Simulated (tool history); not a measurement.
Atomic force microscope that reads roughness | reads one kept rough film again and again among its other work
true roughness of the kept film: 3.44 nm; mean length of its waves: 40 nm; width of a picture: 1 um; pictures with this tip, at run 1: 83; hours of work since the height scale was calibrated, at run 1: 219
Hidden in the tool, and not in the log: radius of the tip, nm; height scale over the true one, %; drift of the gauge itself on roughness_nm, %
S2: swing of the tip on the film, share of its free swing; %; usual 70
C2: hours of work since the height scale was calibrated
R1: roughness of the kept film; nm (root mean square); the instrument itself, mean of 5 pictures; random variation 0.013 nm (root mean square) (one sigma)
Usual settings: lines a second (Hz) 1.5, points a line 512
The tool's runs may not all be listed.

Run 1, hour 0: usual settings; pictures with this tip 83; C2 219. Result: R1 2.936 nm (root mean square).
Run 2, hour 39.9: usual settings; pictures with this tip 126; C2 238. Result: R1 2.924 nm (root mean square).
Run 3, hour 90.1: usual settings; pictures with this tip 182; C2 262. Result: R1 2.882 nm (root mean square).
Run 4, hour 120.6: usual settings but lines a second (Hz) 1.74; pictures with this tip 215; C2 277. Result: R1 2.772 nm (root mean square).
Run 5, hour 179.3: usual settings but lines a second (Hz) 1.74; pictures with this tip 279; C2 305. Result: R1 2.761 nm (root mean square).
Run 6, hour 232.8: usual settings but lines a second (Hz) 0.75; pictures with this tip 338; C2 331. Result: R1 2.85 nm (root mean square).
At hour 239.8: new tip fitted.
Run 7, hour 278.9: usual settings but lines a second (Hz) 0.75; pictures with this tip 43; C2 353. Result: R1 3.078 nm (root mean square).
Run 8, hour 319.1: usual settings but lines a second (Hz) 0.75; pictures with this tip 87; C2 372. Result: R1 3.057 nm (root mean square).
Run 9, hour 374: usual settings but lines a second (Hz) 0.75; pictures with this tip 148; C2 399. Result: R1 2.968 nm (root mean square).
Run 10, hour 414.9: usual settings but lines a second (Hz) 0.75, points a line 498; pictures with this tip 193; C2 418. Result: R1 2.924 nm (root mean square).
Run 11, hour 451: usual settings but lines a second (Hz) 0.75, points a line 498; pictures with this tip 232; C2 436. Result: R1 2.908 nm (root mean square).
Run 12, hour 499.5: usual settings but lines a second (Hz) 0.75, points a line 498; pictures with this tip 286; C2 459. Result: R1 2.879 nm (root mean square).
Run 13, hour 539.8: usual settings but lines a second (Hz) 3.48, S2 82 %; pictures with this tip 330; C2 479. Result: R1 2.164 nm (root mean square).
At hour 553.1: new tip fitted.
Run 14, hour 589.4: usual settings but lines a second (Hz) 3.48, S2 82 %; pictures with this tip 40; C2 502. Result: R1 2.364 nm (root mean square).
Run 15, hour 636.5: usual settings but lines a second (Hz) 3.48, S2 82 %; pictures with this tip 91; C2 525. Result: R1 2.315 nm (root mean square).
Run 16, hour 668.9: usual settings but lines a second (Hz) 2.92, S2 62 %; pictures with this tip 127; C2 541. Result: R1 2.858 nm (root mean square).
Run 17, hour 693.7: usual settings but lines a second (Hz) 2.92, S2 62 %; pictures with this tip 154; C2 553. Result: R1 2.829 nm (root mean square).
Run 18, hour 727: usual settings but lines a second (Hz) 1.74; pictures with this tip 191; C2 569. Result: R1 2.809 nm (root mean square).
Run 19, hour 784.5: usual settings but lines a second (Hz) 1.74, S2 89 %, points a line 817; pictures with this tip 254; C2 596. Result: R1 2.388 nm (root mean square).

Some steps in R1 between neighbouring runs. How much of each would the tool show without its hidden state too (settings, what came in, random variation), and how much is left for the hidden state, with any gauge scatter that isn't in both results?
Run 6 -> 7: new tip fitted. R1 +0.228 nm (root mean square): hidden state +0.226, all else +0.002.
Run 12 -> 13: lines a second (Hz) 0.75 -> 3.48, S2 70 -> 82, points a line 498 -> 512. R1 -0.715 nm (root mean square): hidden state +0.031, all else -0.746.

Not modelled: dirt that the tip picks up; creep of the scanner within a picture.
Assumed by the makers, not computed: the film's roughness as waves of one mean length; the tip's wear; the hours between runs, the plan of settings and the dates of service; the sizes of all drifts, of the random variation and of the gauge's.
